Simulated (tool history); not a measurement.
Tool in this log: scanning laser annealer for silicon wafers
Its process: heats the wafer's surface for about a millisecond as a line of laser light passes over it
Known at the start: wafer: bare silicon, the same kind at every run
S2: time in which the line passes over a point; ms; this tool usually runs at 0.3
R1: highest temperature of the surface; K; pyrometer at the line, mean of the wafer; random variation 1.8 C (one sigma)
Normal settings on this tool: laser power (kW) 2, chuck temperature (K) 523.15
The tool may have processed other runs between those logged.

{"run": 1, "hour": 0.0, "laser power (kW)": 2, "S2": 0.3, "chuck temperature (K)": 523.15, "R1": 1264.15}
{"run": 2, "hour": 8.3, "laser power (kW)": 2, "S2": 0.3, "chuck temperature (K)": 523.15, "R1": 1270.15}
{"run": 3, "hour": 21.8, "laser power (kW)": 2, "S2": 0.3, "chuck temperature (K)": 523.15, "R1": 1267.15}
{"run": 4, "hour": 32.7, "laser power (kW)": 2, "S2": 0.3, "chuck temperature (K)": 523.15, "R1": 1266.15}
{"run": 5, "hour": 41.1, "laser power (kW)": 2, "S2": 0.3, "chuck temperature (K)": 523.15, "R1": 1269.15}
{"hour": 53.7, "done": "window over the wafer cleaned"}
{"run": 6, "hour": 55.5, "laser power (kW)": 2, "S2": 0.3, "chuck temperature (K)": 523.15, "R1": 1270.15}
{"run": 7, "hour": 67.2, "laser power (kW)": 2, "S2": 0.3, "chuck temperature (K)": 523.15, "R1": 1269.15}
{"run": 8, "hour": 80.1, "laser power (kW)": 2, "S2": 0.3, "chuck temperature (K)": 498.15, "R1": 1249.15}
{"run": 9, "hour": 90.2, "laser power (kW)": 2, "S2": 0.3, "chuck temperature (K)": 498.15, "R1": 1242.15}
{"run": 10, "hour": 98.4, "laser power (kW)": 1.783, "S2": 0.3, "chuck temperature (K)": 523.15, "R1": 1183.15}
{"run": 11, "hour": 107.5, "laser power (kW)": 1.783, "S2": 0.3, "chuck temperature (K)": 523.15, "R1": 1184.15}
{"run": 12, "hour": 126.3, "laser power (kW)": 2, "S2": 0.225, "chuck temperature (K)": 523.15, "R1": 1172.15}
{"run": 13, "hour": 141.0, "laser power (kW)": 2, "S2": 0.225, "chuck temperature (K)": 523.15, "R1": 1173.15}
{"run": 14, "hour": 151.2, "laser power (kW)": 2, "S2": 0.225, "chuck temperature (K)": 523.15, "R1": 1172.15}
{"run": 15, "hour": 164.0, "laser power (kW)": 1.969, "S2": 0.3, "chuck temperature (K)": 490.15, "R1": 1223.15}
{"run": 16, "hour": 182.6, "laser power (kW)": 2, "S2": 0.373, "chuck temperature (K)": 491.15, "R1": 1321.15}
{"run": 17, "hour": 197.8, "laser power (kW)": 2, "S2": 0.373, "chuck temperature (K)": 491.15, "R1": 1322.15}
{"run": 18, "hour": 207.4, "laser power (kW)": 2.189, "S2": 0.312, "chuck temperature (K)": 522.15, "R1": 1363.15}
{"run": 19, "hour": 225.6, "laser power (kW)": 2.189, "S2": 0.312, "chuck temperature (K)": 522.15, "R1": 1361.15}
{"run": 20, "hour": 240.4, "laser power (kW)": 1.871, "S2": 0.35, "chuck temperature (K)": 522.15, "R1": 1270.15}
{"run": 21, "hour": 252.4, "laser power (kW)": 2.039, "S2": 0.262, "chuck temperature (K)": 504.15, "R1": 1218.15}
{"run": 22, "hour": 271.7, "laser power (kW)": 2.039, "S2": 0.262, "chuck temperature (K)": 504.15, "R1": 1219.15}
{"run": 23, "hour": 289.4, "laser power (kW)": 2.039, "S2": 0.262, "chuck temperature (K)": 504.15, "R1": 1217.15}
{"run": 24, "hour": 304.0, "laser power (kW)": 2.039, "S2": 0.294, "chuck temperature (K)": 504.15, "R1": 1257.15}

5 ways to go on from here, each from the tool as it stands after run 24. What would each give?
{"run": "A", "hour": 322.4, "laser power (kW)": 2, "S2": 0.3, "chuck temperature (K)": 515.15, "R1": "?"}
{"run": "B", "hour": 322.4, "laser power (kW)": 2.134, "S2": 0.294, "chuck temperature (K)": 504.15, "R1": "?"}
{"run": "C", "hour": 322.4, "laser power (kW)": 2.079, "S2": 0.294, "chuck temperature (K)": 555.15, "R1": "?"}
{"run": "D", "hour": 322.4, "laser power (kW)": 2.039, "S2": 0.333, "chuck temperature (K)": 547.15, "R1": "?"}
{"run": "E", "hour": 322.4, "laser power (kW)": 1.82, "S2": 0.3, "chuck temperature (K)": 523.15, "R1": "?"}

run=A R1=1262.15
run=B R1=1296.15
run=C R1=1330.15
run=D R1=1350.15
run=E R1=1196.15
With no hidden state in the tool, these same runs would have given:
run=A R1=1263.15
run=B R1=1296.15
run=C R1=1330.15
run=D R1=1350.15
run=E R1=1197.15
